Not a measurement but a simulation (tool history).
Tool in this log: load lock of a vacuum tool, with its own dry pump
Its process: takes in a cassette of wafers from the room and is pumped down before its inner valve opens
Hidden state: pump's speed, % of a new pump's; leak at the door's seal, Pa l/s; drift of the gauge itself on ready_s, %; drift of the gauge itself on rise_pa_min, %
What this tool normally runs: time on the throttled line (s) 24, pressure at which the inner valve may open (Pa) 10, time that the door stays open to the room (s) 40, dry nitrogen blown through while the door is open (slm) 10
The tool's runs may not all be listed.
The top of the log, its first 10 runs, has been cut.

run,hour,time on the throttled line (s),pressure at which the inner valve may open (Pa),time that the door stays open to the room (s),dry nitrogen blown through while the door is open (slm),hours that the pump has run since its overhaul,times that the door has closed on its seal,"incoming humidity of the room's air, %",time from the closed door until the inner valve may open (s),rise of the pressure with all valves shut (Pa/min)
11,680.3,24,10,40,10,4051,9187,39.3,35.8,0.162
12,765.7,24,10,40,6,4136,9545,43.8,36.6,0.176
13,838.9,24,10,40,6,4209,9853,46.9,36.2,0.187
14,937.5,24,7,40,10,4308,10266,45.0,36.8,0.182
15,1039.8,24,7,40,10,4410,10696,44.9,37.1,0.199
16,1150.3,24,10,40,10,4521,11160,47.5,36.7,0.203
17,1204.5,24,10,40,10,4575,11387,46.4,36.0,0.200
18,1310.5,24,10,40,10,4681,11832,40.3,36.2,0.207
19,1417.7,24,10,40,10,4788,12282,43.9,36.1,0.216
20,1490.8,24,9,194,33,4861,12589,43.2,36.5,0.269
21,1599.6,23,10,40,6,4970,13045,46.9,35.3,0.242

What does the tool deliver on the next run?
22,1673.9,23,10,40,6,5044,13357,47.1,?,?

time from the closed door until the inner valve may open (s): 35.6
rise of the pressure with all valves shut (Pa/min): 0.237
Without the tool's hidden state the same run would have given time from the closed door until the inner valve may open (s) 35.2, rise of the pressure with all valves shut (Pa/min) 0.054.
